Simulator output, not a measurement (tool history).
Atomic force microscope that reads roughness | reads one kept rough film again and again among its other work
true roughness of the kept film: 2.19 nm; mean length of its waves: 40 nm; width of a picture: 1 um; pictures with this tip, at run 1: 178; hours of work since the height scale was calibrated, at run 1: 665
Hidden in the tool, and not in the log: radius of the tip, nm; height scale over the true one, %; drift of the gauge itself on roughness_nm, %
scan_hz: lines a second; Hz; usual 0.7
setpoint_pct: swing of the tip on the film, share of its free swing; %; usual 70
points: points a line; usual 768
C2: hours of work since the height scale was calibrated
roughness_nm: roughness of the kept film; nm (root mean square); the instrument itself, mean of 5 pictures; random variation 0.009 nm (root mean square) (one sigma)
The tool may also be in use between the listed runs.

run 1 hour=0 | scan_hz=0.7 setpoint_pct=70 points=768 | pictures_with_this_tip=178 C2=665 | roughness_nm=2.01
run 2 hour=11.9 | scan_hz=0.7 setpoint_pct=70 points=768 | pictures_with_this_tip=195 C2=672 | roughness_nm=2.007
-- hour=24.3 new tip fitted
run 3 hour=26.8 | scan_hz=0.7 setpoint_pct=70 points=768 | pictures_with_this_tip=4 C2=681 | roughness_nm=2.023
run 4 hour=39.8 | scan_hz=0.7 setpoint_pct=71 points=768 | pictures_with_this_tip=22 C2=688 | roughness_nm=2
run 5 hour=64.5 | scan_hz=0.7 setpoint_pct=71 points=768 | pictures_with_this_tip=58 C2=703 | roughness_nm=2.013
run 6 hour=91.1 | scan_hz=1.439 setpoint_pct=70 points=768 | pictures_with_this_tip=97 C2=719 | roughness_nm=1.931
run 7 hour=113.3 | scan_hz=1.439 setpoint_pct=70 points=768 | pictures_with_this_tip=129 C2=733 | roughness_nm=1.944
run 8 hour=141.3 | scan_hz=0.7 setpoint_pct=70 points=768 | pictures_with_this_tip=169 C2=750 | roughness_nm=1.999
run 9 hour=160.1 | scan_hz=0.7 setpoint_pct=70 points=768 | pictures_with_this_tip=196 C2=761 | roughness_nm=2.015
-- hour=169.7 new tip fitted
run 10 hour=176.7 | scan_hz=0.7 setpoint_pct=70 points=768 | pictures_with_this_tip=10 C2=771 | roughness_nm=2.021
run 11 hour=192.4 | scan_hz=0.7 setpoint_pct=70 points=768 | pictures_with_this_tip=33 C2=780 | roughness_nm=1.992
run 12 hour=218.1 | scan_hz=1.448 setpoint_pct=70 points=768 | pictures_with_this_tip=70 C2=796 | roughness_nm=1.957
run 13 hour=245.1 | scan_hz=1.448 setpoint_pct=70 points=768 | pictures_with_this_tip=109 C2=812 | roughness_nm=1.96
run 14 hour=260.8 | scan_hz=1.448 setpoint_pct=70 points=768 | pictures_with_this_tip=131 C2=821 | roughness_nm=1.961
run 15 hour=282.1 | scan_hz=2.016 setpoint_pct=79 points=318 | pictures_with_this_tip=162 C2=834 | roughness_nm=1.793
run 16 hour=310.4 | scan_hz=2.201 setpoint_pct=75 points=372 | pictures_with_this_tip=203 C2=851 | roughness_nm=1.833
-- hour=316.2 new tip fitted
run 17 hour=332.8 | scan_hz=0.897 setpoint_pct=70 points=768 | pictures_with_this_tip=24 C2=864 | roughness_nm=2.001
run 18 hour=347.6 | scan_hz=0.674 setpoint_pct=66 points=535 | pictures_with_this_tip=45 C2=873 | roughness_nm=2.02
run 19 hour=361.6 | scan_hz=0.7 setpoint_pct=67 points=336 | pictures_with_this_tip=65 C2=882 | roughness_nm=2.031
run 20 hour=377.8 | scan_hz=2.594 setpoint_pct=62 points=258 | pictures_with_this_tip=89 C2=891 | roughness_nm=1.929
run 21 hour=392.4 | scan_hz=2.95 setpoint_pct=70 points=417 | pictures_with_this_tip=110 C2=900 | roughness_nm=1.838
run 22 hour=407.3 | scan_hz=2.95 setpoint_pct=70 points=417 | pictures_with_this_tip=132 C2=909 | roughness_nm=1.807
run 23 hour=435.1 | scan_hz=2.95 setpoint_pct=70 points=417 | pictures_with_this_tip=172 C2=926 | roughness_nm=1.816
run 24 hour=456.7 | scan_hz=0.709 setpoint_pct=83 points=623 | pictures_with_this_tip=203 C2=939 | roughness_nm=1.955
-- hour=462.3 new tip fitted
run 25 hour=470.6 | scan_hz=0.709 setpoint_pct=83 points=623 | pictures_with_this_tip=12 C2=947 | roughness_nm=1.948
run 26 hour=490.2 | scan_hz=0.638 setpoint_pct=64 points=375 | pictures_with_this_tip=41 C2=959 | roughness_nm=2.028
run 27 hour=512.7 | scan_hz=2.799 setpoint_pct=89 points=339 | pictures_with_this_tip=73 C2=972 | roughness_nm=1.561

Hidden state at the last listed run before each entry between runs and at the first one after, where it differs:
Between runs 2 and 3: new tip fitted (hour 24.3)
  radius of the tip, nm: 10.6 -> 10
Between runs 9 and 10: new tip fitted (hour 169.7)
  radius of the tip, nm: 10.6 -> 10; height scale over the true one, %: 0.03 -> 0.04
Between runs 16 and 17: new tip fitted (hour 316.2)
  radius of the tip, nm: 10.6 -> 10.1
Between runs 24 and 25: new tip fitted (hour 462.3)
  radius of the tip, nm: 10.6 -> 10
